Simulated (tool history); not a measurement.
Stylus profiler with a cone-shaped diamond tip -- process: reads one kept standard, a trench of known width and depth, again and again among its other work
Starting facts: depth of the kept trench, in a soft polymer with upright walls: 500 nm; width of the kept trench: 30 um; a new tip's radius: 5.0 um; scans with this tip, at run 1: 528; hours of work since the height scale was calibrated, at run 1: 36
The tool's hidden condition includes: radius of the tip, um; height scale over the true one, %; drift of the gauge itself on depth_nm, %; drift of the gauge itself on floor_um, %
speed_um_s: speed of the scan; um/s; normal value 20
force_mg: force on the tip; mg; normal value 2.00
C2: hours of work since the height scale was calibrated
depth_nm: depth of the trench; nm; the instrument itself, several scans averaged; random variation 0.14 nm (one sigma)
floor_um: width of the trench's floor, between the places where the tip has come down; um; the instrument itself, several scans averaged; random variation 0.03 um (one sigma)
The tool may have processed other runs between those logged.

run 1 hour=0.0 | speed_um_s=20 force_mg=2.00 | scans_with_this_tip=528 C2=36 | depth_nm=506.89 floor_um=25.53
run 2 hour=20.4 | speed_um_s=20 force_mg=2.04 | scans_with_this_tip=672 C2=46 | depth_nm=507.32 floor_um=25.55
run 3 hour=32.0 | speed_um_s=20 force_mg=2.04 | scans_with_this_tip=755 C2=52 | depth_nm=507.15 floor_um=25.50
run 4 hour=47.9 | speed_um_s=20 force_mg=1.74 | scans_with_this_tip=868 C2=59 | depth_nm=506.41 floor_um=25.54
run 5 hour=64.9 | speed_um_s=20 force_mg=3.77 | scans_with_this_tip=988 C2=67 | depth_nm=510.28 floor_um=25.47
run 6 hour=80.9 | speed_um_s=20 force_mg=3.77 | scans_with_this_tip=1101 C2=75 | depth_nm=510.57 floor_um=25.51
run 7 hour=99.6 | speed_um_s=20 force_mg=3.77 | scans_with_this_tip=1234 C2=84 | depth_nm=510.40 floor_um=25.50
run 8 hour=112.2 | speed_um_s=20 force_mg=2.00 | scans_with_this_tip=1323 C2=90 | depth_nm=506.85 floor_um=25.49
run 9 hour=134.0 | speed_um_s=20 force_mg=2.00 | scans_with_this_tip=1478 C2=101 | depth_nm=506.99 floor_um=25.45
run 10 hour=144.8 | speed_um_s=20 force_mg=2.00 | scans_with_this_tip=1555 C2=106 | depth_nm=506.93 floor_um=25.49
run 11 hour=163.4 | speed_um_s=20 force_mg=2.00 | scans_with_this_tip=1687 C2=115 | depth_nm=507.00 floor_um=25.52
run 12 hour=173.8 | speed_um_s=44 force_mg=2.00 | scans_with_this_tip=1760 C2=120 | depth_nm=506.82 floor_um=25.40
run 13 hour=194.0 | speed_um_s=5 force_mg=3.09 | scans_with_this_tip=1903 C2=130 | depth_nm=509.17 floor_um=25.49
-- hour=196.1 height scale calibrated on a step standard
run 14 hour=211.9 | speed_um_s=77 force_mg=1.44 | scans_with_this_tip=2027 C2=8 | depth_nm=505.46 floor_um=25.20
run 15 hour=224.3 | speed_um_s=27 force_mg=0.97 | scans_with_this_tip=2114 C2=14 | depth_nm=504.10 floor_um=25.36
run 16 hour=237.1 | speed_um_s=5 force_mg=0.86 | scans_with_this_tip=2205 C2=20 | depth_nm=504.21 floor_um=25.41
run 17 hour=250.1 | speed_um_s=46 force_mg=1.80 | scans_with_this_tip=2298 C2=26 | depth_nm=506.39 floor_um=25.40
-- hour=259.7 height scale calibrated on a step standard, once more
run 18 hour=269.1 | speed_um_s=46 force_mg=1.80 | scans_with_this_tip=2429 C2=5 | depth_nm=506.26 floor_um=25.32
run 19 hour=286.4 | speed_um_s=46 force_mg=1.80 | scans_with_this_tip=2551 C2=13 | depth_nm=506.39 floor_um=25.33
run 20 hour=302.0 | speed_um_s=20 force_mg=5.88 | scans_with_this_tip=2662 C2=20 | depth_nm=513.83 floor_um=25.42
run 21 hour=313.9 | speed_um_s=69 force_mg=4.59 | scans_with_this_tip=2747 C2=26 | depth_nm=511.95 floor_um=25.34
run 22 hour=334.1 | speed_um_s=69 force_mg=4.59 | scans_with_this_tip=2890 C2=36 | depth_nm=512.04 floor_um=25.26

Entry by entry between the runs, the difference in hidden state between the last listed run before and the first listed run after:
In the gap between runs 13 and 14: height scale calibrated on a step standard (hour 196.1)
  radius of the tip, um: 5.31 -> 5.33; height scale over the true one, %: 0.045 -> 0.052
  difference, measured minus the result without the unlogged condition, depth_nm: +0.22 -> +0.27 nm; floor_um: -0.14 -> -0.15 um
In the gap between runs 17 and 18: height scale calibrated on a step standard, once more (hour 259.7)
  radius of the tip, um: 5.38 -> 5.4; height scale over the true one, %: 0.045 -> 0.026
  difference, measured minus the result without the unlogged condition, depth_nm: +0.23 -> +0.13 nm; floor_um: -0.17 -> -0.17 um
